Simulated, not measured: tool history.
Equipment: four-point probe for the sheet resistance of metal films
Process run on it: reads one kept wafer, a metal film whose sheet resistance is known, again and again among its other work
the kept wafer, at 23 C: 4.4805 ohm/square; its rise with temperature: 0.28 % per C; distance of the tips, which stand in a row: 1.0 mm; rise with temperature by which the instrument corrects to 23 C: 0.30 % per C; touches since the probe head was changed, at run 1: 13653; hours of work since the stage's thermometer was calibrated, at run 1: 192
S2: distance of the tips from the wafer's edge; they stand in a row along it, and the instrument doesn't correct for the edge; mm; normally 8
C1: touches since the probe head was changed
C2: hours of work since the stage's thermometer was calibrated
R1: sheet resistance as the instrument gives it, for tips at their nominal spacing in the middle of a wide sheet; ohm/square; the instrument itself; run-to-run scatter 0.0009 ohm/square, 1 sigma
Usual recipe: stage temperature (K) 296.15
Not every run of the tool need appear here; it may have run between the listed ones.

run 1 hour=0.0 | stage_temperature_(K)=296.15 S2=8 | C1=13653 C2=192 | R1=4.507761
run 2 hour=22.8 | stage_temperature_(K)=296.15 S2=8 | C1=14078 C2=207 | R1=4.508135
run 3 hour=40.8 | stage_temperature_(K)=296.15 S2=65 | C1=14415 C2=219 | R1=4.469517
run 4 hour=55.7 | stage_temperature_(K)=296.15 S2=65 | C1=14694 C2=228 | R1=4.471741
run 5 hour=68.4 | stage_temperature_(K)=296.15 S2=65 | C1=14931 C2=237 | R1=4.470103
run 6 hour=91.1 | stage_temperature_(K)=296.15 S2=8 | C1=15353 C2=252 | R1=4.506716
run 7 hour=106.6 | stage_temperature_(K)=296.15 S2=8 | C1=15644 C2=262 | R1=4.508877
run 8 hour=129.4 | stage_temperature_(K)=296.15 S2=8 | C1=16070 C2=277 | R1=4.507679
run 9 hour=148.7 | stage_temperature_(K)=296.15 S2=8 | C1=16431 C2=289 | R1=4.507887
run 10 hour=164.9 | stage_temperature_(K)=301.15 S2=8 | C1=16733 C2=300 | R1=4.503910
run 11 hour=186.0 | stage_temperature_(K)=301.15 S2=8 | C1=17127 C2=314 | R1=4.504090
run 12 hour=209.3 | stage_temperature_(K)=301.15 S2=8 | C1=17562 C2=329 | R1=4.503944
-- hour=212.1 stage's thermometer calibrated
run 13 hour=231.7 | stage_temperature_(K)=301.15 S2=8 | C1=17972 C2=13 | R1=4.503178
run 14 hour=243.1 | stage_temperature_(K)=301.15 S2=8 | C1=18183 C2=20 | R1=4.504180
run 15 hour=256.6 | stage_temperature_(K)=306.15 S2=8 | C1=18436 C2=29 | R1=4.498683
run 16 hour=269.5 | stage_temperature_(K)=306.15 S2=8 | C1=18677 C2=38 | R1=4.500464
run 17 hour=284.9 | stage_temperature_(K)=292.15 S2=8 | C1=18966 C2=48 | R1=4.514769
run 18 hour=309.4 | stage_temperature_(K)=292.15 S2=4 | C1=19423 C2=64 | R1=4.621362
run 19 hour=323.3 | stage_temperature_(K)=296.15 S2=4 | C1=19682 C2=73 | R1=4.617406
run 20 hour=342.3 | stage_temperature_(K)=294.15 S2=15 | C1=20037 C2=86 | R1=4.485589
-- hour=344.8 stage's thermometer calibrated, once more
run 21 hour=365.3 | stage_temperature_(K)=296.15 S2=5 | C1=20457 C2=13 | R1=4.562860
run 22 hour=388.7 | stage_temperature_(K)=296.15 S2=5 | C1=20895 C2=29 | R1=4.564174
run 23 hour=401.7 | stage_temperature_(K)=296.15 S2=5 | C1=21138 C2=37 | R1=4.563970
run 24 hour=427.8 | stage_temperature_(K)=300.15 S2=9 | C1=21625 C2=55 | R1=4.494763
run 25 hour=445.8 | stage_temperature_(K)=296.15 S2=34 | C1=21961 C2=66 | R1=4.472098
run 26 hour=459.1 | stage_temperature_(K)=301.15 S2=11 | C1=22210 C2=75 | R1=4.486268
run 27 hour=471.2 | stage_temperature_(K)=291.15 S2=16 | C1=22436 C2=83 | R1=4.485617
run 28 hour=495.2 | stage_temperature_(K)=291.15 S2=16 | C1=22884 C2=99 | R1=4.486199
run 29 hour=513.2 | stage_temperature_(K)=291.15 S2=16 | C1=23219 C2=111 | R1=4.484203
run 30 hour=528.9 | stage_temperature_(K)=291.15 S2=16 | C1=23513 C2=121 | R1=4.484754
run 31 hour=541.5 | stage_temperature_(K)=291.15 S2=16 | C1=23747 C2=129 | R1=4.485145

Alternative continuations, all from the tool just after run 31; predict every row:
run A hour=563.6 | stage_temperature_(K)=292.15 S2=8 | C1=24160 C2=144 | R1=?
run B hour=563.6 | stage_temperature_(K)=292.15 S2=39 | C1=24160 C2=144 | R1=?
run C hour=563.6 | stage_temperature_(K)=307.15 S2=56 | C1=24160 C2=144 | R1=?

run=A R1=4.512270
run=B R1=4.478586
run=C R1=4.459458
With the hidden condition removed and each run's random variation left untouched, the same runs would have given:
run=A R1=4.521988
run=B R1=4.488237
run=C R1=4.469042
